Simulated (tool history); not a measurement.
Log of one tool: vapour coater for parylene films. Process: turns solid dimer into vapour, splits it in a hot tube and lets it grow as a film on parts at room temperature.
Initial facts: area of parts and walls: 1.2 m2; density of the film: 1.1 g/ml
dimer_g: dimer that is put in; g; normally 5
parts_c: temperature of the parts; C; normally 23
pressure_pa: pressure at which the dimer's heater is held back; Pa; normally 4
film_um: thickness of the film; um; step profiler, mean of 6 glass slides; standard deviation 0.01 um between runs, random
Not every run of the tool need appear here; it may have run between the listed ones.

Run 1, hour 0: usual settings. Result: film_um 2.07 um.
Run 2, hour 46.4: usual settings. Result: film_um 2.07 um.
Run 3, hour 73.6: usual settings. Result: film_um 2.06 um.
Run 4, hour 97.7: usual settings but dimer_g 7 g. Result: film_um 2.86 um.
Run 5, hour 132.9: usual settings but dimer_g 7 g. Result: film_um 2.86 um.
Run 6, hour 170.9: usual settings but dimer_g 7 g, parts_c 20 C. Result: film_um 3.18 um.
Run 7, hour 212: usual settings but parts_c 17 C. Result: film_um 2.52 um.
Run 8, hour 259.8: usual settings but parts_c 31 C. Result: film_um 1.49 um.
Run 9, hour 295.3: usual settings but parts_c 31 C. Result: film_um 1.49 um.
Run 10, hour 335.2: usual settings but parts_c 31 C. Result: film_um 1.47 um.
Run 11, hour 378.7: usual settings but parts_c 31 C. Result: film_um 1.46 um.
At hour 421.7: trap's valve overhauled.
Run 12, hour 427.8: usual settings but parts_c 28 C. Result: film_um 1.79 um.
Run 13, hour 471.1: usual settings but parts_c 33 C. Result: film_um 1.49 um.
Run 14, hour 526.2: usual settings but parts_c 33 C. Result: film_um 1.48 um.
Run 15, hour 579.4: usual settings but dimer_g 4 g. Result: film_um 1.72 um.
Run 16, hour 610.3: usual settings. Result: film_um 2.11 um.
Run 17, hour 637.1: usual settings but parts_c 20 C. Result: film_um 2.37 um.
Run 18, hour 692.5: usual settings but parts_c 20 C. Result: film_um 2.34 um.
Run 19, hour 733.6: usual settings but parts_c 21 C. Result: film_um 2.25 um.
Run 20, hour 785.1: usual settings. Result: film_um 2.1 um.
Run 21, hour 840.2: usual settings but dimer_g 7 g. Result: film_um 2.9 um.
Run 22, hour 863.6: usual settings but dimer_g 7 g. Result: film_um 2.89 um.
Run 23, hour 905.4: usual settings but dimer_g 7 g. Result: film_um 2.88 um.
Run 24, hour 958.6: usual settings but dimer_g 7 g, parts_c 25 C. Result: film_um 2.66 um.
Run 25, hour 1013.5: usual settings but dimer_g 7 g, parts_c 16 C, pressure_pa 6 Pa. Result: film_um 3.35 um.
Run 26, hour 1038.3: usual settings but dimer_g 7 g, parts_c 16 C, pressure_pa 9.56 Pa. Result: film_um 2.98 um.
Run 27, hour 1078.4: usual settings but dimer_g 7 g, parts_c 16 C, pressure_pa 9.56 Pa. Result: film_um 2.97 um.
Run 28, hour 1107.4: usual settings but dimer_g 2 g, parts_c 32 C, pressure_pa 4.13 Pa. Result: film_um 0.57 um.
Run 29, hour 1140.7: usual settings but dimer_g 2 g, parts_c 32 C, pressure_pa 4.13 Pa. Result: film_um 0.57 um.
At hour 1178.9: trap's valve overhauled.
Run 30, hour 1182.2: usual settings but dimer_g 4 g, pressure_pa 6.53 Pa. Result: film_um 1.56 um.
Run 31, hour 1234.4: usual settings but parts_c 17 C, pressure_pa 3.53 Pa. Result: film_um 2.79 um.
Run 32, hour 1288: usual settings but dimer_g 6 g, parts_c 17 C, pressure_pa 3.53 Pa. Result: film_um 3.35 um.
Run 33, hour 1334.5: usual settings but dimer_g 9 g, parts_c 17 C, pressure_pa 3.13 Pa. Result: film_um 5.15 um.
Run 34, hour 1370.4: usual settings but parts_c 15 C, pressure_pa 4.2 Pa. Result: film_um 2.85 um.
Run 35, hour 1403.2: usual settings but parts_c 15 C, pressure_pa 4.2 Pa. Result: film_um 2.85 um.
Run 36, hour 1431.9: usual settings but dimer_g 4 g, parts_c 15 C, pressure_pa 2.27 Pa. Result: film_um 2.6 um.
Run 37, hour 1471.4: usual settings but parts_c 33 C. Result: film_um 1.46 um.
Run 38, hour 1510.2: usual settings but dimer_g 6 g, parts_c 22 C, pressure_pa 4.02 Pa. Result: film_um 2.61 um.
Run 39, hour 1545.2: usual settings but pressure_pa 2.2 Pa. Result: film_um 2.39 um.
Run 40, hour 1568.6: usual settings but dimer_g 3 g, parts_c 15 C, pressure_pa 8.54 Pa. Result: film_um 1.41 um.
Run 41, hour 1605.6: usual settings but dimer_g 3 g, parts_c 15 C, pressure_pa 8.54 Pa. Result: film_um 1.39 um.
Run 42, hour 1643: usual settings but dimer_g 4 g, parts_c 27 C, pressure_pa 10.66 Pa. Result: film_um 1.12 um.
Run 43, hour 1686.6: usual settings but dimer_g 3 g, parts_c 24 C, pressure_pa 10.18 Pa. Result: film_um 0.94 um.

A few steps of film_um between consecutive runs. Split each: what settings, incoming material and random variation would produce without the hidden state, and what is left over for the hidden state, along with gauge scatter present in only one of the two compared results (measured, and without hidden state):
Hidden state at play: vapour lost through the trap's worn valve, %; true temperature of the parts over the reading, C; drift of the gauge itself on film_um, %.
Run 11 -> 12: parts_c 31 -> 28, trap's valve overhauled. film_um +0.33 um: hidden state +0.15, all else +0.18.
Run 27 -> 28: dimer_g 7 -> 2, parts_c 16 -> 32, pressure_pa 9.56 -> 4.13. film_um -2.4 um: hidden state +0.16, all else -2.56.
Run 29 -> 30: dimer_g 2 -> 4, parts_c 32 -> 23, pressure_pa 4.13 -> 6.53, trap's valve overhauled. film_um +0.99 um: hidden state +0.07, all else +0.92.
Run 32 -> 33: dimer_g 6 -> 9, pressure_pa 3.53 -> 3.13. film_um +1.8 um: hidden state -0.03, all else +1.83.
Run 33 -> 34: dimer_g 9 -> 5, parts_c 17 -> 15, pressure_pa 3.13 -> 4.2. film_um -2.3 um: hidden state +0, all else -2.3.
